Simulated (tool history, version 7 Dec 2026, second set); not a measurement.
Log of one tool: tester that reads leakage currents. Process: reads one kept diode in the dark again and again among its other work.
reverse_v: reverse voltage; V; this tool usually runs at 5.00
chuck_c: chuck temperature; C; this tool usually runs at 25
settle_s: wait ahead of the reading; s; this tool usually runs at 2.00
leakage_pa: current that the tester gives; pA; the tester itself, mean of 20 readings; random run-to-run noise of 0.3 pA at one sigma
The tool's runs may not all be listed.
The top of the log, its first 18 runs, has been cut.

run    hour  reverse_v  chuck_c  settle_s  leakage_pa
      869.5  -- probe card cleaned and baked, once more
 19   872.1       5.00       25      2.00      105.20
 20   945.2       5.00       25      2.00      106.20
 21   978.5       1.10       30      1.04       83.88
 22  1037.2      15.84       27      2.82      218.41
 23  1076.6      12.14       52      2.00     1538.63
 24  1134.2      12.14       52      2.00     1550.08
 25  1197.2       5.00       33      7.05      221.17
 26  1229.9       5.00       24      1.29      100.84
 27  1282.2       2.91       39      0.83      292.17
 28  1331.5      18.57       41      6.99      803.08
 29  1362.0       6.65       25      0.71      129.42
 30  1410.4       6.65       25      0.71      130.57
 31  1458.7       5.11       31      0.37      197.67
 32  1516.0      15.25       22      7.38      147.24
 33  1584.7      11.06       25      0.76      169.58
 34  1638.9      11.06       25      0.76      170.80
 35  1709.2       1.08       21      1.44       40.28
 36  1743.1       3.69       25      0.51      103.26
 37  1792.3      10.25       25      2.66      166.45
 38  1843.0      10.25       25      2.66      167.64
 39  1881.3       1.71       25      2.66       73.32
 40  1942.0      10.29       54      2.00     1806.99

Forecast each of these 3 alternatives for the next run:
  A  1982.7       1.89       25      2.00           ?
  B  1982.7      15.79       45      1.37           ?
  C  1982.7      10.29       54      2.70           ?

run  leakage_pa
  A       77.48
  B     1104.92
  C     1824.34
Without the tool's unlogged condition, the same runs would have read:
run  leakage_pa
  A       64.14
  B      943.89
  C     1582.98
